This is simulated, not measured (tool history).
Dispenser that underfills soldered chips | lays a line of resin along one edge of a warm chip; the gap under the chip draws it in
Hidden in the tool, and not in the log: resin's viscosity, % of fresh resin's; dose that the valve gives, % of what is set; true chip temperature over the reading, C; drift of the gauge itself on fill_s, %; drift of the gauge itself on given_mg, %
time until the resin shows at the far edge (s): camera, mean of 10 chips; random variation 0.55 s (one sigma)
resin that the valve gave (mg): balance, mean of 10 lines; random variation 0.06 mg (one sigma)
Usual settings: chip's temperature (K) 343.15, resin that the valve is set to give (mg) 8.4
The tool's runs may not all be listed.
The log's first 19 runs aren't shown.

run,day,chip's temperature (K),resin that the valve is set to give (mg),hours of work since the syringe was changed,hours of work since the valve was cleaned,hours of work since the stage was calibrated,time until the resin shows at the far edge (s),resin that the valve gave (mg)
# day 7.879: new syringe of resin
20,7.938,332.15,7.8,1,52,283,101.9,7.59
# day 8.404: new syringe of resin
21,8.479,352.15,8.47,1,62,293,35.6,8.31
# day 8.925: new syringe of resin
22,9.062,352.15,8.47,3,73,304,39,8.23
23,9.35,352.15,8.47,8,78,309,64.2,8.18
# day 9.454: new syringe of resin
24,9.842,340.15,7.11,7,87,318,114.9,6.97
# day 9.95: new syringe of resin
25,10.296,343.15,8.62,7,96,327,88.7,8.26
# day 10.467: new syringe of resin
26,10.654,352.15,9.85,4,102,333,41.8,9.49
# day 10.967: new syringe of resin
27,11.242,352.15,9.85,5,113,344,47.5,9.58
# day 11.462: new syringe of resin
28,11.512,332.15,9.42,1,118,349,99.7,9.1
29,11.883,346.15,9.22,8,125,356,82.5,8.88
# day 11.983: new syringe of resin
30,12.258,335.15,10.18,5,132,363,120.3,9.59
# day 12.5: new syringe of resin
# day 12.688: dispensing valve cleaned and set on the balance
31,12.721,336.15,8.79,3,1,371,99.1,8.67
# day 13.083: new syringe of resin
32,13.283,335.15,8.4,4,11,382,110.1,8.32
# day 13.608: new syringe of resin
33,13.8,335.15,8.4,4,21,391,108,8.38
# day 14.133: new syringe of resin
34,14.229,354.15,9.24,2,29,399,32.2,9.25

4 ways to go on from here, each from the tool as it stands after run 34. What would each give?
# day 14.629: new syringe of resin
A,14.825,334.15,9.11,4,40,410,?,?
# day 14.629: new syringe of resin
B,14.825,337.15,9.75,4,40,410,?,?
# day 14.629: new syringe of resin
C,14.825,330.15,9.6,4,40,410,?,?
# day 14.629: new syringe of resin
D,14.825,354.15,10.84,4,40,410,?,?

run,time until the resin shows at the far edge (s),resin that the valve gave (mg)
A,111.7,9.01
B,92.3,9.53
C,139.3,9.6
D,37.3,10.71
Without the tool's hidden state the same runs would have given:
run,time until the resin shows at the far edge (s),resin that the valve gave (mg)
A,74.3,9.13
B,61.3,9.66
C,92.4,9.72
D,25.1,10.85
